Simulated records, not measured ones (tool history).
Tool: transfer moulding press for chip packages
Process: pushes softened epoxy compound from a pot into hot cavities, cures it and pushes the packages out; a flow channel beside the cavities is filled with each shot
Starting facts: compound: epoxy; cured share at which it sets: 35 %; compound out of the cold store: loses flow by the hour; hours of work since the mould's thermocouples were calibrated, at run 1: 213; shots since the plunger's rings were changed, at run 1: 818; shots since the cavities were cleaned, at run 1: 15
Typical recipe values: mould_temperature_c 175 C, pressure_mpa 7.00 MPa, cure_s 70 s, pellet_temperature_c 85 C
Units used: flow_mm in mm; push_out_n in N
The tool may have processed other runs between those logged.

| run | day | mould_temperature_c | pressure_mpa | cure_s | pellet_temperature_c | hours of work since the mould's thermocouples were calibrated | shots since the plunger's rings were changed | shots since the cavities were cleaned | incoming compound's hours out of the cold store | flow_mm | push_out_n |
|---|---|---|---|---|---|---|---|---|---|---|---|
| 1 | 0.000 | 175 | 7.00 | 70 | 85 | 213 | 818 | 15 | 31.9 | 671 | 593 |
|  | 1.638 | cavities cleaned with cleaning compound and waxed |
| 2 | 2.812 | 175 | 7.00 | 70 | 85 | 259 | 1987 | 501 | 27.4 | 671 | 1042 |
|  | 3.338 | cavities cleaned with cleaning compound and waxed |
|  | 4.979 | cavities cleaned with cleaning compound and waxed |
| 3 | 5.600 | 175 | 6.29 | 70 | 85 | 304 | 3117 | 264 | 21.7 | 627 | 841 |
|  | 6.579 | cavities cleaned with cleaning compound and waxed |
|  | 8.204 | cavities cleaned with cleaning compound and waxed |
| 4 | 8.204 | 175 | 6.29 | 70 | 85 | 346 | 4169 | 0 | 21.4 | 634 | 554 |
|  | 10.088 | plunger's sealing rings changed |
|  | 10.150 | cavities cleaned with cleaning compound and waxed |
| 5 | 11.633 | 175 | 6.29 | 70 | 83 | 401 | 631 | 631 | 47.4 | 621 | 1077 |
|  | 11.983 | cavities cleaned with cleaning compound and waxed |
|  | 13.608 | cavities cleaned with cleaning compound and waxed |
| 6 | 14.662 | 175 | 6.29 | 70 | 83 | 450 | 1863 | 446 | 47.6 | 603 | 1021 |
|  | 15.229 | cavities cleaned with cleaning compound and waxed |
|  | 16.821 | cavities cleaned with cleaning compound and waxed |
| 7 | 17.050 | 175 | 6.29 | 70 | 83 | 488 | 2824 | 97 | 8.1 | 660 | 743 |
|  | 18.604 | cavities cleaned with cleaning compound and waxed |
| 8 | 18.979 | 175 | 7.00 | 70 | 85 | 520 | 3618 | 160 | 40.2 | 634 | 781 |
|  | 20.488 | cavities cleaned with cleaning compound and waxed |
| 9 | 21.688 | 175 | 7.00 | 70 | 85 | 565 | 4740 | 509 | 37.5 | 638 | 1029 |
|  | 22.338 | plunger's sealing rings changed |
|  | 22.400 | cavities cleaned with cleaning compound and waxed |
|  | 24.133 | mould's thermocouples calibrated |
|  | 24.196 | cavities cleaned with cleaning compound and waxed |
| 10 | 24.467 | 175 | 7.00 | 70 | 85 | 5 | 815 | 114 | 37.6 | 654 | 758 |
|  | 25.996 | cavities cleaned with cleaning compound and waxed |
|  | 27.808 | cavities cleaned with cleaning compound and waxed |
| 11 | 28.071 | 175 | 7.00 | 70 | 85 | 63 | 2294 | 113 | 43.0 | 640 | 736 |
|  | 29.579 | cavities cleaned with cleaning compound and waxed |
| 12 | 30.229 | 175 | 7.00 | 70 | 85 | 99 | 3184 | 277 | 8.7 | 698 | 932 |
|  | 31.267 | cavities cleaned with cleaning compound and waxed |
|  | 33.017 | cavities cleaned with cleaning compound and waxed |
| 13 | 33.292 | 175 | 7.63 | 73 | 85 | 148 | 4431 | 117 | 37.6 | 659 | 712 |
|  | 34.608 | plunger's sealing rings changed |
|  | 34.912 | cavities cleaned with cleaning compound and waxed |
| 14 | 35.408 | 175 | 7.00 | 78 | 85 | 181 | 312 | 209 | 41.3 | 658 | 664 |
|  | 36.696 | cavities cleaned with cleaning compound and waxed |
|  | 38.438 | cavities cleaned with cleaning compound and waxed |
| 15 | 39.729 | 175 | 5.21 | 70 | 85 | 252 | 2095 | 549 | 44.7 | 558 | 997 |
|  | 40.154 | cavities cleaned with cleaning compound and waxed |
|  | 41.875 | cavities cleaned with cleaning compound and waxed |
|  | 43.571 | cavities cleaned with cleaning compound and waxed |
| 16 | 44.042 | 175 | 5.97 | 85 | 81 | 322 | 3847 | 199 | 46.5 | 581 | 601 |
|  | 45.342 | cavities cleaned with cleaning compound and waxed |
|  | 46.712 | plunger's sealing rings changed |
|  | 47.042 | cavities cleaned with cleaning compound and waxed |
| 17 | 47.554 | 175 | 8.59 | 70 | 82 | 377 | 332 | 218 | 14.1 | 770 | 861 |
|  | 48.892 | cavities cleaned with cleaning compound and waxed |
|  | 50.558 | cavities cleaned with cleaning compound and waxed |
| 18 | 51.350 | 175 | 5.74 | 68 | 83 | 439 | 1890 | 336 | 34.8 | 596 | 948 |
|  | 52.400 | cavities cleaned with cleaning compound and waxed |
| 19 | 53.629 | 168 | 5.36 | 68 | 91 | 477 | 2832 | 524 | 37.9 | 578 | 1670 |
|  | 53.971 | cavities cleaned with cleaning compound and waxed |
| 20 | 55.471 | 168 | 5.36 | 68 | 91 | 507 | 3587 | 636 | 21.6 | 593 | 1686 |
|  | 55.800 | cavities cleaned with cleaning compound and waxed |
|  | 57.671 | cavities cleaned with cleaning compound and waxed |
|  | 58.800 | plunger's sealing rings changed |
|  | 59.504 | cavities cleaned with cleaning compound and waxed |
| 21 | 59.883 | 175 | 6.12 | 70 | 85 | 577 | 434 | 161 | 37.9 | 617 | 760 |
|  | 61.188 | cavities cleaned with cleaning compound and waxed |
|  | 61.650 | mould's thermocouples calibrated |
|  | 62.967 | cavities cleaned with cleaning compound and waxed |
| 22 | 63.829 | 170 | 6.74 | 59 | 85 | 36 | 2021 | 366 | 36.7 | 657 | 2089 |
|  | 64.692 | cavities cleaned with cleaning compound and waxed |
| 23 | 66.096 | 170 | 6.74 | 59 | 85 | 73 | 2957 | 596 | 21.6 | 666 | 2354 |
|  | 66.538 | cavities cleaned with cleaning compound and waxed |
|  | 68.279 | cavities cleaned with cleaning compound and waxed |
| 24 | 68.721 | 170 | 6.74 | 59 | 85 | 115 | 4019 | 188 | 19.5 | 674 | 1874 |

Entry by entry between the runs, the difference in hidden state between the last listed run before and the first listed run after:
After run 1, before run 2: cavities cleaned with cleaning compound and waxed (day 1.638)
  true mould temperature over the reading, C: 0.05 -> 0.12; pressure that reaches the compound, % of what is set: 98.31 -> 96.26; grip of the stained cavities, % over clean ones': 7.6 -> 88.4
  the result without the hidden state subtracted from the measured one, flow_mm: -6 -> -13 mm; push_out_n: +40 -> +488 N
After run 2, before run 3: cavities cleaned with cleaning compound and waxed (day 3.338); cavities cleaned with cleaning compound and waxed (day 4.979)
  true mould temperature over the reading, C: 0.12 -> 0.17; pressure that reaches the compound, % of what is set: 96.26 -> 94.38; grip of the stained cavities, % over clean ones': 88.4 -> 54.2
  the result without the hidden state subtracted from the measured one, flow_mm: -13 -> -19 mm; push_out_n: +488 -> +290 N
After run 3, before run 4: cavities cleaned with cleaning compound and waxed (day 6.579); cavities cleaned with cleaning compound and waxed (day 8.204)
  true mould temperature over the reading, C: 0.17 -> 0.23; pressure that reaches the compound, % of what is set: 94.38 -> 92.73; grip of the stained cavities, % over clean ones': 54.2 -> 1.4
  the result without the hidden state subtracted from the measured one, flow_mm: -19 -> -24 mm; push_out_n: +290 -> +0 N
After run 4, before run 5: plunger's sealing rings changed (day 10.088); cavities cleaned with cleaning compound and waxed (day 10.150)
  true mould temperature over the reading, C: 0.23 -> 0.31; pressure that reaches the compound, % of what is set: 92.73 -> 98.4; grip of the stained cavities, % over clean ones': 1.4 -> 97.7
  the result without the hidden state subtracted from the measured one, flow_mm: -24 -> -5 mm; push_out_n: +0 -> +523 N
After run 5, before run 6: cavities cleaned with cleaning compound and waxed (day 11.983); cavities cleaned with cleaning compound and waxed (day 13.608)
  true mould temperature over the reading, C: 0.31 -> 0.37; pressure that reaches the compound, % of what is set: 98.4 -> 96.52; grip of the stained cavities, % over clean ones': 97.7 -> 85.9
  the result without the hidden state subtracted from the measured one, flow_mm: -5 -> -12 mm; push_out_n: +523 -> +459 N
After run 6, before run 7: cavities cleaned with cleaning compound and waxed (day 15.229); cavities cleaned with cleaning compound and waxed (day 16.821)
  true mould temperature over the reading, C: 0.37 -> 0.42; pressure that reaches the compound, % of what is set: 96.52 -> 95.1; grip of the stained cavities, % over clean ones': 85.9 -> 31.8
  the result without the hidden state subtracted from the measured one, flow_mm: -12 -> -18 mm; push_out_n: +459 -> +164 N
After run 7, before run 8: cavities cleaned with cleaning compound and waxed (day 18.604)
  true mould temperature over the reading, C: 0.42 -> 0.46; pressure that reaches the compound, % of what is set: 95.1 -> 93.73; grip of the stained cavities, % over clean ones': 31.8 -> 40.8
  the result without the hidden state subtracted from the measured one, flow_mm: -18 -> -22 mm; push_out_n: +164 -> +213 N
After run 8, before run 9: cavities cleaned with cleaning compound and waxed (day 20.488)
  true mould temperature over the reading, C: 0.46 -> 0.52; pressure that reaches the compound, % of what is set: 93.73 -> 91.84; grip of the stained cavities, % over clean ones': 40.8 -> 87.5
  the result without the hidden state subtracted from the measured one, flow_mm: -22 -> -29 mm; push_out_n: +213 -> +461 N
After run 9, before run 10: plunger's sealing rings changed (day 22.338); cavities cleaned with cleaning compound and waxed (day 22.400); mould's thermocouples calibrated (day 24.133); cavities cleaned with cleaning compound and waxed (day 24.196)
  true mould temperature over the reading, C: 0.52 -> 0.29; pressure that reaches the compound, % of what is set: 91.84 -> 97.61; grip of the stained cavities, % over clean ones': 87.5 -> 31.8
  the result without the hidden state subtracted from the measured one, flow_mm: -29 -> -9 mm; push_out_n: +461 -> +175 N
After run 10, before run 11: cavities cleaned with cleaning compound and waxed (day 25.996); cavities cleaned with cleaning compound and waxed (day 27.808)
  true mould temperature over the reading, C: 0.29 -> 0.37; pressure that reaches the compound, % of what is set: 97.61 -> 95.08; grip of the stained cavities, % over clean ones': 31.8 -> 36.1
  the result without the hidden state subtracted from the measured one, flow_mm: -9 -> -17 mm; push_out_n: +175 -> +184 N
After run 11, before run 12: cavities cleaned with cleaning compound and waxed (day 29.579)
  true mould temperature over the reading, C: 0.37 -> 0.42; pressure that reaches the compound, % of what is set: 95.08 -> 93.47; grip of the stained cavities, % over clean ones': 36.1 -> 57.6
  the result without the hidden state subtracted from the measured one, flow_mm: -17 -> -25 mm; push_out_n: +184 -> +326 N
After run 12, before run 13: cavities cleaned with cleaning compound and waxed (day 31.267); cavities cleaned with cleaning compound and waxed (day 33.017)
  true mould temperature over the reading, C: 0.42 -> 0.48; pressure that reaches the compound, % of what is set: 93.47 -> 91.44; grip of the stained cavities, % over clean ones': 57.6 -> 39
  the result without the hidden state subtracted from the measured one, flow_mm: -25 -> -31 mm; push_out_n: +326 -> +186 N
After run 13, before run 14: plunger's sealing rings changed (day 34.608); cavities cleaned with cleaning compound and waxed (day 34.912)
  true mould temperature over the reading, C: 0.48 -> 0.53; pressure that reaches the compound, % of what is set: 91.44 -> 99.18; grip of the stained cavities, % over clean ones': 39 -> 49.3
  the result without the hidden state subtracted from the measured one, flow_mm: -31 -> -3 mm; push_out_n: +186 -> +213 N
After run 14, before run 15: cavities cleaned with cleaning compound and waxed (day 36.696); cavities cleaned with cleaning compound and waxed (day 38.438)
  true mould temperature over the reading, C: 0.53 -> 0.62; pressure that reaches the compound, % of what is set: 99.18 -> 96.18; grip of the stained cavities, % over clean ones': 49.3 -> 89
  the result without the hidden state subtracted from the measured one, flow_mm: -3 -> -12 mm; push_out_n: +213 -> +452 N
After run 15, before run 16: cavities cleaned with cleaning compound and waxed (day 40.154); cavities cleaned with cleaning compound and waxed (day 41.875); cavities cleaned with cleaning compound and waxed (day 43.571)
  true mould temperature over the reading, C: 0.62 -> 0.72; pressure that reaches the compound, % of what is set: 96.18 -> 93.19; grip of the stained cavities, % over clean ones': 89 -> 42.8
  the result without the hidden state subtracted from the measured one, flow_mm: -12 -> -22 mm; push_out_n: +452 -> +174 N
After run 16, before run 17: cavities cleaned with cleaning compound and waxed (day 45.342); plunger's sealing rings changed (day 46.712); cavities cleaned with cleaning compound and waxed (day 47.042)
  true mould temperature over the reading, C: 0.72 -> 0.79; pressure that reaches the compound, % of what is set: 93.19 -> 98.55; grip of the stained cavities, % over clean ones': 42.8 -> 51.4
  the result without the hidden state subtracted from the measured one, flow_mm: -22 -> -8 mm; push_out_n: +174 -> +266 N
After run 17, before run 18: cavities cleaned with cleaning compound and waxed (day 48.892); cavities cleaned with cleaning compound and waxed (day 50.558)
  true mould temperature over the reading, C: 0.79 -> 0.87; pressure that reaches the compound, % of what is set: 98.55 -> 96.07; grip of the stained cavities, % over clean ones': 51.4 -> 71.5
  the result without the hidden state subtracted from the measured one, flow_mm: -8 -> -13 mm; push_out_n: +266 -> +368 N
After run 18, before run 19: cavities cleaned with cleaning compound and waxed (day 52.400)
  true mould temperature over the reading, C: 0.87 -> 0.93; pressure that reaches the compound, % of what is set: 96.07 -> 94.34; grip of the stained cavities, % over clean ones': 71.5 -> 92.7
  the result without the hidden state subtracted from the measured one, flow_mm: -13 -> -19 mm; push_out_n: +368 -> +748 N
After run 19, before run 20: cavities cleaned with cleaning compound and waxed (day 53.971)
  true mould temperature over the reading, C: 0.93 -> 0.97; pressure that reaches the compound, % of what is set: 94.34 -> 93.28; grip of the stained cavities, % over clean ones': 92.7 -> 94.2
  the result without the hidden state subtracted from the measured one, flow_mm: -19 -> -23 mm; push_out_n: +748 -> +758 N
After run 20, before run 21: cavities cleaned with cleaning compound and waxed (day 55.800); cavities cleaned with cleaning compound and waxed (day 57.671); plunger's sealing rings changed (day 58.800); cavities cleaned with cleaning compound and waxed (day 59.504)
  true mould temperature over the reading, C: 0.97 -> 1.06; pressure that reaches the compound, % of what is set: 93.28 -> 98.97; grip of the stained cavities, % over clean ones': 94.2 -> 46.5
  the result without the hidden state subtracted from the measured one, flow_mm: -23 -> -5 mm; push_out_n: +758 -> +213 N
After run 21, before run 22: cavities cleaned with cleaning compound and waxed (day 61.188); mould's thermocouples calibrated (day 61.650); cavities cleaned with cleaning compound and waxed (day 62.967)
  true mould temperature over the reading, C: 1.06 -> 0.27; pressure that reaches the compound, % of what is set: 98.97 -> 96.28; grip of the stained cavities, % over clean ones': 46.5 -> 76.1
  the result without the hidden state subtracted from the measured one, flow_mm: -5 -> -13 mm; push_out_n: +213 -> +885 N
After run 22, before run 23: cavities cleaned with cleaning compound and waxed (day 64.692)
  true mould temperature over the reading, C: 0.27 -> 0.32; pressure that reaches the compound, % of what is set: 96.28 -> 94.82; grip of the stained cavities, % over clean ones': 76.1 -> 93
  the result without the hidden state subtracted from the measured one, flow_mm: -13 -> -18 mm; push_out_n: +885 -> +1112 N
After run 23, before run 24: cavities cleaned with cleaning compound and waxed (day 66.538); cavities cleaned with cleaning compound and waxed (day 68.279)
  true mould temperature over the reading, C: 0.32 -> 0.37; pressure that reaches the compound, % of what is set: 94.82 -> 93.11; grip of the stained cavities, % over clean ones': 93 -> 48.7
  the result without the hidden state subtracted from the measured one, flow_mm: -18 -> -25 mm; push_out_n: +1112 -> +590 N
